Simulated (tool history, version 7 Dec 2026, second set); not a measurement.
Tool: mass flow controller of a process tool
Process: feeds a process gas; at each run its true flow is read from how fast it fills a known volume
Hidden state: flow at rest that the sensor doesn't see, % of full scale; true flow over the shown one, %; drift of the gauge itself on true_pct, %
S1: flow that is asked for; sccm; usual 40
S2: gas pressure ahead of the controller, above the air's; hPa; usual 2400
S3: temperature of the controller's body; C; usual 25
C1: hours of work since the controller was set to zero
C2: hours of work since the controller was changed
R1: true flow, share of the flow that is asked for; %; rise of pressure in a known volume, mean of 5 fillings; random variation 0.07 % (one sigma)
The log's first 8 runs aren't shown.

run    hour  S1    S2  S3    C1    C2      R1
  9  1855.8  40  2790  25  1219  1219   98.97
 10  2206.8  40  2400  25  1341  1341    99.3
 11  2490.6  40  2400  25  1439  1439   99.15
 12  2793.4  40  2400  25  1545  1545   99.32
 13    2958  40  2400  39  1602  1602   99.67
 14  3108.3  40  2400  39  1654  1654   99.67
 15  3323.5  30  2400  25  1729  1729   99.16
 16  3586.8  21  2400  25  1821  1821   99.09
 17  3864.1  21  2660  25  1917  1917   98.97
 18  4054.2  21  2660  25  1983  1983   99.13
 19  4359.6  40  2400  25  2089  2089   99.42
 20  4639.6  40  2400  25  2187  2187   99.49
 21  4877.2  40  2400  25  2269  2269   99.39
 22  5055.8  71  2400  25  2331  2331   99.93
 23  5238.4  87  1820  32  2395  2395  100.63
 24  5384.5  90  1830  21  2446  2446  100.27
 25  5673.8  11  2400  30  2546  2546   99.26
 26  5939.4  11  2400  30  2639  2639   99.33
 27  6236.5  11  2400  30  2742  2742   99.47
 28    6520  11  2400  30  2840  2840   99.32
 29    6735  11  2400  30  2915  2915   99.39
 30  6910.3  11  1810  36  2976  2976  100.02
 31  7078.1  42  2290  25  3034  3034   99.86
 32  7424.1  21  2400  29  3155  3155   99.67

Run 33 comes next. What will it give?
 33  7708.7  10  1690  22  3254  3254   ?

{"run 33": {"R1": 99.6}}
Without the tool's hidden state the same run would have given R1 98.77 %.

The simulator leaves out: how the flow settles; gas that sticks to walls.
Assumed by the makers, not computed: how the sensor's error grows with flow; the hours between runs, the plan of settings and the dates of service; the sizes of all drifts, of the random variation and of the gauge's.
